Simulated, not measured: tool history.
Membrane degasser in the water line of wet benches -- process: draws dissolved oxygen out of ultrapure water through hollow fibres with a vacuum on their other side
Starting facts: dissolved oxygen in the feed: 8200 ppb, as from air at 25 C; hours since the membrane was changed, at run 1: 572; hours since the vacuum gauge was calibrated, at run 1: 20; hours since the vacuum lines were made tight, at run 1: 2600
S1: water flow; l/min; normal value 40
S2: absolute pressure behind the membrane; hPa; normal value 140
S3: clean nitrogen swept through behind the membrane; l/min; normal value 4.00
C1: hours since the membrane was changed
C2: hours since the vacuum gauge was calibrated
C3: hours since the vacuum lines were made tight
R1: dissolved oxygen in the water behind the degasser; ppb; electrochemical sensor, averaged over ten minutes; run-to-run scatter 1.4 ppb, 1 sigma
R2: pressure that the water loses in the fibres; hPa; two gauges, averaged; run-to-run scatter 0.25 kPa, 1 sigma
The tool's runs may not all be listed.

run,hour,S1,S2,S3,C1,C2,C3,R1,R2
1,0.0,40,140,4.00,572,20,2600,277.7,655.2
2,45.6,29,140,4.00,618,65,2645,195.9,473.4
3,78.8,29,140,4.00,651,98,2679,193.4,474.0
4,122.5,40,140,2.88,695,142,2722,366.9,650.3
5,165.2,26,140,4.00,737,185,2765,173.8,425.2
6,201.7,26,140,4.00,774,221,2802,174.6,423.8
7,239.7,26,140,4.00,812,259,2840,173.6,423.5
8,266.2,26,140,4.00,838,286,2866,174.5,422.4
9,308.7,40,140,1.87,881,328,2909,518.6,654.5
10,355.3,40,140,1.87,927,375,2955,521.0,651.4
11,398.1,40,140,1.87,970,418,2998,519.3,655.1
12,439.0,40,140,1.87,1011,459,3039,518.8,650.2
13,469.1,40,140,4.00,1041,489,3069,279.7,647.3
14,512.1,25,140,4.00,1084,532,3112,168.6,409.3
15,544.7,25,140,1.81,1117,564,3145,344.3,405.0
16,590.8,40,140,3.32,1163,610,3191,330.3,650.3

Run 17 is up next; what results do you expect?
17,626.3,43,111,9.15,1199,646,3226,?,?

R1: 129.7 ppb
R2: 701.7 hPa
With no hidden state in the tool, this same run would have given R1 127.0 ppb, R2 701.6 hPa.
